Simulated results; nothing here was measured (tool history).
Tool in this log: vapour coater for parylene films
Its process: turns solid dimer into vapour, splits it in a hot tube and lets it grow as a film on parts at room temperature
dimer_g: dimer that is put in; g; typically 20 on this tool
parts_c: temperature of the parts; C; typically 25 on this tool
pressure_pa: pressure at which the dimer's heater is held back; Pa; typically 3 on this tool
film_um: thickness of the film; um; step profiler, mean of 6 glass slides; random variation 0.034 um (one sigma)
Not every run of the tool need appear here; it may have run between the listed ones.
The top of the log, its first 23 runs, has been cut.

run,hour,dimer_g,parts_c,pressure_pa,hours of work since the trap's valve was overhauled,hours of work since the table's thermometer was calibrated,film_um
24,400.6,20,36,4.2,403,878,7.73
25,419,25,30,4.19,417,892,10.87
26,439.8,9,33,4.92,432,907,3.59
27,455,9,33,4.92,442,917,3.58
28,476.9,9,33,4.92,458,933,3.57
29,497.7,18,19,2.31,473,948,10.66
30,516.7,34,23,3.03,487,962,17.87
31,536.7,34,23,3.03,501,976,17.71
32,550.3,20,20,3,511,986,11.1

What if the next run were any one of these 5? Each begins from the tool's condition after run 32:
A,568.5,10,22,3.98,524,999,?
B,568.5,13,20,8.61,524,999,?
C,568.5,20,20,2.34,524,999,?
D,568.5,10,19,3.7,524,999,?
E,568.5,8,22,3.7,524,999,?

run,film_um
A,5.07
B,6.13
C,11.52
D,5.47
E,4.1
The same runs, with their run-to-run variation unchanged, on a tool lacking any hidden condition would have given:
run,film_um
A,5.49
B,6.63
C,12.47
D,5.93
E,4.44
